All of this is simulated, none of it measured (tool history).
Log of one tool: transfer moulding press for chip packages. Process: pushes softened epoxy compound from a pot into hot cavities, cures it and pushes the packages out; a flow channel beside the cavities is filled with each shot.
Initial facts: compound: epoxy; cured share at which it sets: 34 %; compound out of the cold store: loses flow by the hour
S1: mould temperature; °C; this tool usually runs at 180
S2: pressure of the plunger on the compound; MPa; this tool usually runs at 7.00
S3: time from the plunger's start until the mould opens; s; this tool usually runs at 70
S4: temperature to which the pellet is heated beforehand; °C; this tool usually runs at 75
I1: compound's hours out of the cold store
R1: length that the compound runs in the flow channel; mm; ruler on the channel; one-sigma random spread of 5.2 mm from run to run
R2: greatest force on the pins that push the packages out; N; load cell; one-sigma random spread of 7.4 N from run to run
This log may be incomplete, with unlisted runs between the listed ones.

run   hour   S1    S2  S3  S4    I1   R1   R2
  1    0.0  180  7.00  70  75  34.7  755  385
      29.6  -- cavities cleaned with cleaning compound and waxed
  2   46.9  180  7.00  70  66  43.0  727  411
      65.4  -- cavities cleaned with cleaning compound and waxed
  3   76.5  180  7.00  70  66  26.0  778  397
     101.4  -- cavities cleaned with cleaning compound and waxed
  4  118.6  180  7.00  70  75  33.6  747  429
     136.9  -- mould's thermocouples calibrated
     142.3  -- cavities cleaned with cleaning compound and waxed
  5  153.7  180  7.00  70  75  12.1  807  390
  6  175.6  180  7.00  70  75  22.9  770  523
     179.5  -- cavities cleaned with cleaning compound and waxed
  7  204.2  177  6.66  70  75  26.4  749  533
     210.7  -- plunger's sealing rings changed
     219.2  -- cavities cleaned with cleaning compound and waxed
  8  247.5  179  7.69  99  75  31.5  819  425
     254.6  -- cavities cleaned with cleaning compound and waxed
  9  268.7  179  7.69  58  75  29.8  817  582
     290.5  -- cavities cleaned with cleaning compound and waxed
 10  290.5  180  7.00  77  66  21.1  803  314
 11  309.2  180  7.00  77  66  32.4  761  414
     328.6  -- cavities cleaned with cleaning compound and waxed
 12  334.1  182  7.00  52  66  15.7  804  555

Forecast each of these 5 alternatives for the next run:
  A  356.1  178  5.35  52  70  43.1   ?   ?
  B  356.1  181  7.00  52  66  42.1   ?   ?
  C  356.1  179  7.00  52  66  10.4   ?   ?
  D  356.1  180  7.57  70  75  41.3   ?   ?
  E  356.1  182  7.20  52  77  35.2   ?   ?

run   R1   R2
  A  639  894
  B  724  714
  C  823  971
  D  764  448
  E  752  697
Without the tool's hidden state the same runs would have given:
run   R1   R2
  A  661  593
  B  748  475
  C  850  646
  D  790  301
  E  777  466
